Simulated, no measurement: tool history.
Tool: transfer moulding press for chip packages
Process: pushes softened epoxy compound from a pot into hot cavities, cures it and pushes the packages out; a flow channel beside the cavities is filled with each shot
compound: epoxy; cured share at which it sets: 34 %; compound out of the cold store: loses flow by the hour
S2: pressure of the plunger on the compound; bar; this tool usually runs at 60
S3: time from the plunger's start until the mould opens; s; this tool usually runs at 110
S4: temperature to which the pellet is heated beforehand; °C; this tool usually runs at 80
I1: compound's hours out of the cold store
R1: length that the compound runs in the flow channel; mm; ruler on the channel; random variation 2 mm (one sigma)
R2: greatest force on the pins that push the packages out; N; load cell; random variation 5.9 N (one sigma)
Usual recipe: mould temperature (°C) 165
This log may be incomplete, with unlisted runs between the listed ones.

Run 1, hour 0: usual settings; I1 9.9. Result: R1 542 mm, R2 323 N.
Run 2, hour 22.2: usual settings; I1 16.9. Result: R1 530 mm, R2 230 N.
Run 3, hour 40.8: usual settings but S3 104 s; I1 33.8. Result: R1 499 mm, R2 272 N.
Run 4, hour 56.2: usual settings but S2 50.4 bar; I1 20.5. Result: R1 475 mm, R2 310 N.
Run 5, hour 65.8: usual settings; I1 17.2. Result: R1 525 mm, R2 332 N.
Run 6, hour 80.4: usual settings; I1 8.5. Result: R1 540 mm, R2 328 N.
Run 7, hour 91.8: usual settings but mould temperature (°C) 159; I1 18.7. Result: R1 531 mm, R2 323 N.
Run 8, hour 111.3: usual settings but mould temperature (°C) 159; I1 15.6. Result: R1 562 mm, R2 373 N.
Run 9, hour 127.3: usual settings but mould temperature (°C) 159; I1 12.4. Result: R1 568 mm, R2 417 N.
Run 10, hour 144.2: usual settings but mould temperature (°C) 159; I1 13.4. Result: R1 564 mm, R2 443 N.
Run 11, hour 160.8: usual settings but mould temperature (°C) 159; I1 44.7. Result: R1 508 mm, R2 306 N.
Run 12, hour 180.2: usual settings but mould temperature (°C) 163; I1 41.3. Result: R1 505 mm, R2 297 N.
Run 13, hour 194.3: usual settings but S2 63.6 bar, S3 117 s, S4 86 °C; I1 15.3. Result: R1 563 mm, R2 294 N.
Run 14, hour 205: usual settings but S2 63.6 bar, S3 117 s, S4 86 °C; I1 46.6. Result: R1 508 mm, R2 301 N.
Run 15, hour 214.8: usual settings but mould temperature (°C) 163, S2 63.6 bar, S3 117 s, S4 86 °C; I1 35.1. Result: R1 532 mm, R2 324 N.
Run 16, hour 235.2: usual settings but mould temperature (°C) 160, S2 71.7 bar, S3 129 s, S4 86 °C; I1 33.9. Result: R1 568 mm, R2 271 N.
Run 17, hour 247.1: usual settings but mould temperature (°C) 164, S2 71.7 bar, S3 96 s, S4 78 °C; I1 13.7. Result: R1 599 mm, R2 351 N.
Run 18, hour 258.9: usual settings but mould temperature (°C) 164, S2 54.6 bar, S3 96 s, S4 70 °C; I1 25. Result: R1 502 mm, R2 376 N.
Run 19, hour 270.8: usual settings but mould temperature (°C) 159, S2 47 bar, S3 96 s, S4 70 °C; I1 13.3. Result: R1 495 mm, R2 587 N.
Run 20, hour 283.5: usual settings but S3 147 s; I1 17.8. Result: R1 538 mm, R2 207 N.
Run 21, hour 293.4: usual settings but S2 63 bar, S3 105 s, S4 77 °C; I1 15.2. Result: R1 551 mm, R2 263 N.
Run 22, hour 309.2: usual settings but mould temperature (°C) 163, S3 138 s; I1 25.7. Result: R1 527 mm, R2 262 N.
Run 23, hour 327.1: usual settings but mould temperature (°C) 162, S2 57.7 bar, S3 121 s, S4 86 °C; I1 29.8. Result: R1 506 mm, R2 313 N.
Run 24, hour 346.4: usual settings but mould temperature (°C) 162, S2 57.7 bar, S3 121 s, S4 86 °C; I1 23.8. Result: R1 519 mm, R2 209 N.

The log once held 7 entries between its listed runs, left out of this copy. Where does each go, and what is different about the tool's unlogged condition between the listed run before it and the listed run after it?
After run 1, before run 2: cavities cleaned with cleaning compound and waxed (hour 22.1)
  true mould temperature over the reading, C: 0.91 -> 0.93; pressure that reaches the compound, % of what is set: 92.45 -> 92.07; grip of the stained cavities, % over clean ones': 47.4 -> 5.1
  what was measured, less what the result would be without the hidden state, R1: -23 -> -24 mm; R2: +99 -> +5 N
After run 6, before run 7: cavities cleaned with cleaning compound and waxed (hour 86.5)
  true mould temperature over the reading, C: 0.99 -> 1; pressure that reaches the compound, % of what is set: 91 -> 90.82; grip of the stained cavities, % over clean ones': 53.3 -> 11.5
  what was measured, less what the result would be without the hidden state, R1: -28 -> -29 mm; R2: +108 -> +13 N
After run 7, before run 8: plunger's sealing rings changed (hour 97.8)
  true mould temperature over the reading, C: 1 -> 1.01; pressure that reaches the compound, % of what is set: 90.82 -> 99.62; grip of the stained cavities, % over clean ones': 11.5 -> 29.7
  what was measured, less what the result would be without the hidden state, R1: -29 -> -4 mm; R2: +13 -> +66 N
After run 10, before run 11: cavities cleaned with cleaning compound and waxed (hour 154)
  true mould temperature over the reading, C: 1.04 -> 1.06; pressure that reaches the compound, % of what is set: 98.98 -> 98.72; grip of the stained cavities, % over clean ones': 51.5 -> 10.1
  what was measured, less what the result would be without the hidden state, R1: -5 -> -6 mm; R2: +129 -> +9 N
After run 15, before run 16: cavities cleaned with cleaning compound and waxed (hour 218.2)
  true mould temperature over the reading, C: 1.11 -> 1.13; pressure that reaches the compound, % of what is set: 97.79 -> 97.45; grip of the stained cavities, % over clean ones': 52.6 -> 21.3
  what was measured, less what the result would be without the hidden state, R1: -8 -> -10 mm; R2: +105 -> +39 N
After run 19, before run 20: cavities cleaned with cleaning compound and waxed (hour 282.4)
  true mould temperature over the reading, C: 1.16 -> 1.18; pressure that reaches the compound, % of what is set: 96.78 -> 96.59; grip of the stained cavities, % over clean ones': 47.8 -> 3.7
  what was measured, less what the result would be without the hidden state, R1: -10 -> -11 mm; R2: +153 -> +7 N
After run 23, before run 24: cavities cleaned with cleaning compound and waxed (hour 346.4)
  true mould temperature over the reading, C: 1.22 -> 1.23; pressure that reaches the compound, % of what is set: 95.77 -> 95.43; grip of the stained cavities, % over clean ones': 45.3 -> 0
  what was measured, less what the result would be without the hidden state, R1: -13 -> -15 mm; R2: +88 -> -8 N
